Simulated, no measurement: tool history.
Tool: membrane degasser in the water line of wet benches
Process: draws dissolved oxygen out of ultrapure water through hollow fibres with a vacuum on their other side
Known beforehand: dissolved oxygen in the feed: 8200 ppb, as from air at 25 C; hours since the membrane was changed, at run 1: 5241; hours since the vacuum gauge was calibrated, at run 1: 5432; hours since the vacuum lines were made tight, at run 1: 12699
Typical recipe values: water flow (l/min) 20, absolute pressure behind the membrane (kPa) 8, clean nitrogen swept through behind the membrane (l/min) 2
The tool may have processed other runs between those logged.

run	hour	water flow (l/min)	absolute pressure behind the membrane (kPa)	clean nitrogen swept through behind the membrane (l/min)	hours since the membrane was changed	hours since the vacuum gauge was calibrated	hours since the vacuum lines were made tight	dissolved oxygen in the water behind the degasser (ppb)	pressure that the water loses in the fibres (kPa)
1	0	20	8	2	5241	5432	12699	250.7	26.9
2	81.2	20	8	2	5322	5514	12781	252.5	27.17
3	182.2	20	8	2	5423	5615	12882	254.3	26.95
4	282	20	8	2	5523	5714	12981	258.6	26.79
5	386.1	20	8	2	5627	5818	13086	259.4	27.06
6	502.3	20	8	2	5743	5935	13202	256.8	26.81
7	634.4	20	8	2	5875	6067	13334	253.1	27.04
8	771.8	20	8	2	6013	6204	13471	254.3	27.03
9	876	20	8	2	6117	6308	13575	256.3	26.5
10	948.7	20	7.67	2	6190	6381	13648	252.3	27.19
11	1085.9	23	8	2	6327	6518	13785	324.5	31.28
12	1229.1	20	16.78	2	6470	6661	13929	454.4	26.76
# hour 1263.6: seals of the vacuum lines changed
13	1342.9	20	16.78	2	6582	6773	79	450	27.26
14	1480.1	21	8	2	6719	6910	216	280.7	28.11
15	1567.1	20	8	3.44	6806	6997	303	212.2	26.91
# hour 1617.2: vacuum gauge calibrated
16	1626.1	20	8	3.44	6865	9	362	214.7	27.22
17	1714.5	20	8	4.15	6953	97	450	202.6	27.18
18	1831.2	13	15.18	0.99	7070	214	567	402	17.47
19	1969.6	28	17.19	2.04	7208	352	706	701	37.97
20	2095.5	28	17.19	2.04	7334	478	831	702.4	37.98
21	2234.3	21	14.54	2.04	7473	617	970	426.4	28.52
# hour 2303.6: vacuum gauge calibrated, once more
22	2363.8	21	14.54	2.04	7602	60	1099	425.1	28.73
23	2429.9	20	8	5.28	7668	126	1165	189.7	27.28
24	2557.1	16	8	3.43	7795	253	1292	135.1	21.67
25	2694.5	23	7.38	3.91	7933	391	1430	267.6	31.24
26	2824.8	23	7.38	2.74	8063	521	1560	281.3	30.97
27	2925.6	23	7.38	2.74	8164	622	1661	288.2	31.51
28	3013.7	15	8	2	8252	710	1749	154.4	20.43
29	3114	18	17.77	2	8352	810	1849	414.2	24.56
30	3255.9	23	5.02	4.18	8494	952	1991	236	31.32
31	3391.9	20	8	0.96	8630	1088	2127	369.9	27.33
32	3467.2	19	19.33	2.14	8705	1164	2203	454.1	26.15

Run by run, hidden condition taken away, random variation retained:
The tool's hidden condition here consists of: membrane still open, %; true pressure behind the membrane over the reading, kPa; air that leaks in behind the membrane, l/min; drift of the gauge itself on oxygen_ppb, %; drift of the gauge itself on loss_of_pressure_kpa, %.
run	dissolved oxygen in the water behind the degasser (ppb)	pressure that the water loses in the fibres (kPa)
1	231.7	26.19
2	233.1	26.44
3	234.4	26.21
4	238.1	26.04
5	238.5	26.29
6	235.7	26.03
7	231.9	26.24
8	232.7	26.21
9	234.1	25.68
10	229.7	26.35
11	296.6	30.28
12	427.4	25.88
13	428.8	26.36
14	256.7	27.15
15	191.1	25.99
16	192.5	26.28
17	180.7	26.23
18	388.1	16.85
19	662.7	36.6
20	663.3	36.58
21	399.1	27.45
22	402.1	27.64
23	168	26.23
24	121.2	20.82
25	238.2	30
26	252.5	29.71
27	258.4	30.22
28	141.3	19.59
29	394.3	23.52
30	204.1	29.98
31	344.9	26.15
32	431	25.01

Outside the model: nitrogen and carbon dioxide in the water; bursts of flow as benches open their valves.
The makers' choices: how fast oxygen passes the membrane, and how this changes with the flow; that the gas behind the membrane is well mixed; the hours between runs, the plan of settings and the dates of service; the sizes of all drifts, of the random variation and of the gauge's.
